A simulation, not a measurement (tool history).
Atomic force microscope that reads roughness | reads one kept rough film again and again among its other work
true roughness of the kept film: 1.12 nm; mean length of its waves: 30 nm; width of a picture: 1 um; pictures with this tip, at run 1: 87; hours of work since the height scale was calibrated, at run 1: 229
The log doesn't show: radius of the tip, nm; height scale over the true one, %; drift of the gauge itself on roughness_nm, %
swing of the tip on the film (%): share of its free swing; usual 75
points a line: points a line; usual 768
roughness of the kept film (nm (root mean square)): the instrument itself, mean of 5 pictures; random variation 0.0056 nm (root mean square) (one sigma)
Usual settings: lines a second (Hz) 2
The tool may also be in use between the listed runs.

run,day,lines a second (Hz),swing of the tip on the film (%),points a line,pictures with this tip,hours of work since the height scale was calibrated,roughness of the kept film (nm (root mean square))
1,0,2,75,768,87,229,0.989
2,0.308,2,75,768,96,234,0.984
3,0.704,2,75,768,108,240,0.984
4,1.242,2,75,768,123,248,0.986
5,1.512,2,75,768,131,253,0.997
6,2.042,2,75,768,146,261,0.994
7,2.533,2,75,768,161,269,0.987
8,2.946,2,75,559,173,275,0.994
9,3.329,2,75,1017,184,281,0.988
10,3.812,2,75,768,198,289,0.986
11,4.279,2,75,768,212,296,0.998
12,4.6,2,75,768,221,302,0.99
13,4.95,2,75,768,231,307,1
14,5.2,2.19,75,768,239,311,0.976
# day 5.379: new tip fitted
15,5.458,2.19,75,768,2,315,0.992
16,5.912,2.19,75,768,16,322,0.99
17,6.367,2.19,75,768,29,329,1
18,6.842,2,75,768,43,337,0.991
19,7.162,2,75,768,52,342,0.993
20,7.546,2,75,768,63,348,0.988
21,7.862,2,80,768,73,353,0.96
22,8.288,2,75,417,85,360,0.994
23,8.667,2,75,417,96,366,0.981
24,9.125,1.58,75,768,109,373,1.017
25,9.454,1.58,75,768,119,378,1.008
26,9.979,1.4,75,768,134,386,1.01
27,10.383,0.87,67,496,146,393,1.042
28,10.929,0.58,84,958,162,401,1.022
29,11.283,0.58,84,958,172,407,1.03
30,11.767,1.84,75,497,186,415,0.993
31,12.058,2,75,925,195,419,0.989
32,12.579,0.68,75,925,210,428,1.035
33,12.912,0.68,56,275,220,433,1.04
34,13.208,0.68,56,275,228,438,1.042
35,13.596,0.79,75,971,240,444,1.031
# day 13.746: new tip fitted
36,13.85,2,75,723,4,447,1.002
37,14.221,2.99,57,497,14,453,1.031
38,14.625,1.7,87,823,26,460,0.955
39,15.083,1.7,87,823,40,467,0.971
40,15.496,2,56,768,52,473,1.033
41,15.729,1.25,75,768,58,477,1.012
42,15.954,1.25,75,768,65,481,1.013
43,16.367,3.16,63,768,77,487,1.006
44,16.683,1.21,57,559,86,492,1.057
45,17.158,0.71,76,518,100,500,1.029
46,17.633,0.71,76,518,114,507,1.024
47,17.908,1.2,68,290,122,512,1.024
48,18.275,1.36,64,768,133,517,1.036
49,18.629,1.92,66,804,143,523,1.026
50,18.867,1.92,66,804,150,527,1.013
51,19.133,1.92,84,375,158,531,0.954
52,19.388,0.51,74,768,165,535,1.051

Hidden state at the last listed run before each entry between runs and at the first one after, where it differs:
Between runs 14 and 15: new tip fitted (day 5.379)
  radius of the tip, nm: 10.7 -> 10
Between runs 35 and 36: new tip fitted (day 13.746)
  radius of the tip, nm: 10.7 -> 10
